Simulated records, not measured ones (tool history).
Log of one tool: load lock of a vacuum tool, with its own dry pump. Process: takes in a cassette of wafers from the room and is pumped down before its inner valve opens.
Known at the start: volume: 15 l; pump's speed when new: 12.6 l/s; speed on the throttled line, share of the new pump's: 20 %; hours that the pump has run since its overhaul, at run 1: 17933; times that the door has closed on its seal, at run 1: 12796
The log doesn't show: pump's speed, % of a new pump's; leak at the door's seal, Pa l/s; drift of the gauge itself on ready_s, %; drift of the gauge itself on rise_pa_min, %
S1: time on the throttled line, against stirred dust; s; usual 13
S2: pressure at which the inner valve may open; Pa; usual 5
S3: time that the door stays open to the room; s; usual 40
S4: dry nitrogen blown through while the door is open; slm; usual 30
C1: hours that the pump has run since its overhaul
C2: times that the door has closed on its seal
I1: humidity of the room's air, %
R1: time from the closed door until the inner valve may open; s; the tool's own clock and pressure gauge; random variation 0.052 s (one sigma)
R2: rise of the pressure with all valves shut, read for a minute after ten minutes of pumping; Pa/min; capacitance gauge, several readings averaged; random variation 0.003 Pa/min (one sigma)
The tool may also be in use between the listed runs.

Run 1, hour 0.0: usual settings; C1 17933; C2 12796; I1 45.1. Result: R1 23.41 s, R2 0.067 Pa/min.
Run 2, hour 227.6: usual settings but S3 163 s; C1 18160; C2 13230; I1 45.2. Result: R1 23.44 s, R2 0.107 Pa/min.
Run 3, hour 440.8: usual settings but S3 163 s; C1 18374; C2 13637; I1 47.4. Result: R1 23.41 s, R2 0.113 Pa/min.
Run 4, hour 614.2: usual settings but S3 163 s; C1 18547; C2 13967; I1 43.8. Result: R1 23.51 s, R2 0.113 Pa/min.
Run 5, hour 766.7: usual settings but S3 163 s; C1 18699; C2 14258; I1 43.7. Result: R1 23.50 s, R2 0.114 Pa/min.
Run 6, hour 987.5: usual settings but S3 163 s; C1 18920; C2 14679; I1 43.3. Result: R1 23.56 s, R2 0.112 Pa/min.
Run 7, hour 1226.2: usual settings but S3 163 s; C1 19159; C2 15134; I1 45.2. Result: R1 23.40 s, R2 0.119 Pa/min.
Run 8, hour 1407.6: usual settings but S3 163 s; C1 19340; C2 15480; I1 44.6. Result: R1 23.46 s, R2 0.119 Pa/min.
Run 9, hour 1666.4: usual settings but S3 163 s; C1 19599; C2 15974; I1 44.4. Result: R1 23.67 s, R2 0.110 Pa/min.
Run 10, hour 1880.5: usual settings but S2 6 Pa, S3 163 s; C1 19813; C2 16382; I1 44.9. Result: R1 23.36 s, R2 0.124 Pa/min.
At hour 1990.4: dry pump taken out, an overhauled one fitted.
Run 11, hour 2199.9: usual settings; C1 210; C2 16980; I1 46.6. Result: R1 22.40 s, R2 0.090 Pa/min.
Run 12, hour 2435.3: usual settings; C1 445; C2 17429; I1 44.7. Result: R1 22.47 s, R2 0.095 Pa/min.
Run 13, hour 2652.5: usual settings; C1 662; C2 17843; I1 45.6. Result: R1 22.51 s, R2 0.098 Pa/min.
Run 14, hour 2885.4: usual settings; C1 895; C2 18287; I1 43.5. Result: R1 22.52 s, R2 0.098 Pa/min.
Run 15, hour 3076.2: usual settings; C1 1086; C2 18651; I1 44.9. Result: R1 22.45 s, R2 0.103 Pa/min.
Run 16, hour 3290.7: usual settings; C1 1300; C2 19060; I1 46.9. Result: R1 22.54 s, R2 0.102 Pa/min.
Run 17, hour 3551.0: usual settings but S2 6 Pa; C1 1561; C2 19556; I1 46.7. Result: R1 22.32 s, R2 0.100 Pa/min.
Run 18, hour 3762.3: usual settings but S2 7 Pa; C1 1772; C2 19959; I1 46.3. Result: R1 22.08 s, R2 0.113 Pa/min.
Run 19, hour 3936.5: usual settings but S1 23 s, S3 26 s; C1 1946; C2 20291; I1 41.8. Result: R1 30.47 s, R2 0.104 Pa/min.
Run 20, hour 4086.2: usual settings but S1 7 s, S4 29 slm; C1 2096; C2 20576; I1 44.4. Result: R1 17.87 s, R2 0.114 Pa/min.
Run 21, hour 4250.8: usual settings but S1 7 s, S4 29 slm; C1 2260; C2 20890; I1 43.0. Result: R1 17.91 s, R2 0.112 Pa/min.
Run 22, hour 4404.6: usual settings but S1 7 s, S4 29 slm; C1 2414; C2 21183; I1 43.0. Result: R1 17.91 s, R2 0.117 Pa/min.
Run 23, hour 4608.3: usual settings but S1 14 s; C1 2618; C2 21572; I1 43.1. Result: R1 23.43 s, R2 0.118 Pa/min.
Run 24, hour 4862.8: usual settings but S1 14 s; C1 2872; C2 22057; I1 42.8. Result: R1 23.43 s, R2 0.123 Pa/min.
Run 25, hour 5178.0: usual settings but S1 17 s, S3 216 s, S4 21 slm; C1 3188; C2 22658; I1 45.8. Result: R1 25.80 s, R2 0.198 Pa/min.
Run 26, hour 5408.6: usual settings but S1 18 s, S2 6 Pa, S3 216 s, S4 5 slm; C1 3418; C2 23098; I1 42.0. Result: R1 26.41 s, R2 0.269 Pa/min.
Run 27, hour 5625.2: usual settings but S1 18 s, S2 6 Pa, S3 38 s, S4 5 slm; C1 3635; C2 23511; I1 49.0. Result: R1 26.42 s, R2 0.171 Pa/min.
Run 28, hour 5763.8: usual settings but S1 8 s, S2 8 Pa, S4 7 slm; C1 3773; C2 23775; I1 44.1. Result: R1 18.10 s, R2 0.165 Pa/min.
Run 29, hour 5892.1: usual settings but S2 10 Pa, S4 5 slm; C1 3902; C2 24020; I1 43.2. Result: R1 21.82 s, R2 0.171 Pa/min.
Run 30, hour 6177.7: usual settings but S2 10 Pa, S4 5 slm; C1 4187; C2 24564; I1 40.5. Result: R1 21.74 s, R2 0.165 Pa/min.
Run 31, hour 6347.9: usual settings but S2 10 Pa, S4 5 slm; C1 4358; C2 24889; I1 45.2. Result: R1 21.87 s, R2 0.176 Pa/min.
Run 32, hour 6599.5: usual settings but S1 23 s, S2 9 Pa; C1 4609; C2 25369; I1 49.8. Result: R1 29.88 s, R2 0.152 Pa/min.

Some steps in R1 between neighbouring runs. How much of each would the tool show without its hidden state too (settings, what came in, random variation), and how much is left for the hidden state, with any gauge scatter that isn't in both results?
Run 10 -> 11: S2 6 -> 5, S3 163 -> 40, dry pump taken out, an overhauled one fitted. R1 -0.96 s: hidden state -1.09, all else +0.13.
Run 18 -> 19: S1 13 -> 23, S2 7 -> 5, S3 40 -> 26. R1 +8.39 s: hidden state -0.03, all else +8.42.
Run 19 -> 20: S1 23 -> 7, S3 26 -> 40, S4 30 -> 29. R1 -12.60 s: hidden state +0.12, all else -12.72.
Run 27 -> 28: S1 18 -> 8, S2 6 -> 8, S3 38 -> 40, S4 5 -> 7. R1 -8.32 s: hidden state +0.08, all else -8.40.
